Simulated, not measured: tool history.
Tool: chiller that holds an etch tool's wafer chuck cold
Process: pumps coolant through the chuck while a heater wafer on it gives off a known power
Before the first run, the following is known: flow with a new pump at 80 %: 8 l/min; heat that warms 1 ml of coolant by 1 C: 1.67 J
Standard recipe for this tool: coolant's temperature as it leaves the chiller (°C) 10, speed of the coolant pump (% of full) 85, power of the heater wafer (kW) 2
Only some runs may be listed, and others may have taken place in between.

run,hour,coolant's temperature as it leaves the chiller (°C),speed of the coolant pump (% of full),power of the heater wafer (kW),chuck's temperature once it has settled (°C),how much warmer the coolant comes back (C)
1,0,10,85,2,25,10.05
2,110.9,10,85,2.248,27.1,11.19
3,175.1,10,85,2.248,27,11.31
4,258,10,85,2.248,27.2,11.42
5,319.3,10,85,1.72,22.8,8.73
6,428.2,10,85,2,25.1,10.19
7,521.7,10,85,2,25.3,10.23
8,623.5,10,85,1.94,24.6,10
9,735.6,10,85,1.94,24.9,9.98
10,798.6,10,85,1.097,19.5,5.64
11,878.8,10,85,1.812,25.5,9.44
12,998.4,8,78,1.909,25.8,10.99
13,1067.9,8,78,1.909,25.9,10.93
14,1178,10,63,1.991,32.1,14.54
15,1258,14,63,2.44,41.2,17.92
16,1336,14,65,2.445,40.6,17.4
17,1456.7,10,65,1.832,27.1,10.27
18,1516.9,14,98,2.697,32.3,9.66
19,1578.9,10,85,1.472,21.1,6.25
20,1631.7,10,76,2,26.6,9.61
21,1720,16,69,2,34,10.66
22,1826.1,19,85,1.393,29.7,5.9

The log once held 2 entries between its listed runs, left out of this copy. Where does each go, and what is different about the tool's unlogged condition between the listed run before it and the listed run after it?
Runs 9 to 10: chiller's thermometer calibrated (hour 787.4)
  heat passed by the chuck's channels, % of clean ones': 87.9 -> 87.6; flow at a given pump speed, % of a new pump's: 81.4 -> 81.2; coolant's true temperature over the reading, C: -1.71 -> 0.01
  measured less the result without the state, chuck's temperature once it has settled (°C): +1.7 -> +1.9; how much warmer the coolant comes back (C): +1.86 -> +1.06
Runs 16 to 17: coolant pump overhauled (hour 1389.3)
  heat passed by the chuck's channels, % of clean ones': 85.1 -> 84.5; flow at a given pump speed, % of a new pump's: 79.4 -> 100; coolant's true temperature over the reading, C: -0.15 -> -0.18
  measured less the result without the state, chuck's temperature once it has settled (°C): +6 -> +1.4; how much warmer the coolant comes back (C): +3.58 -> +0
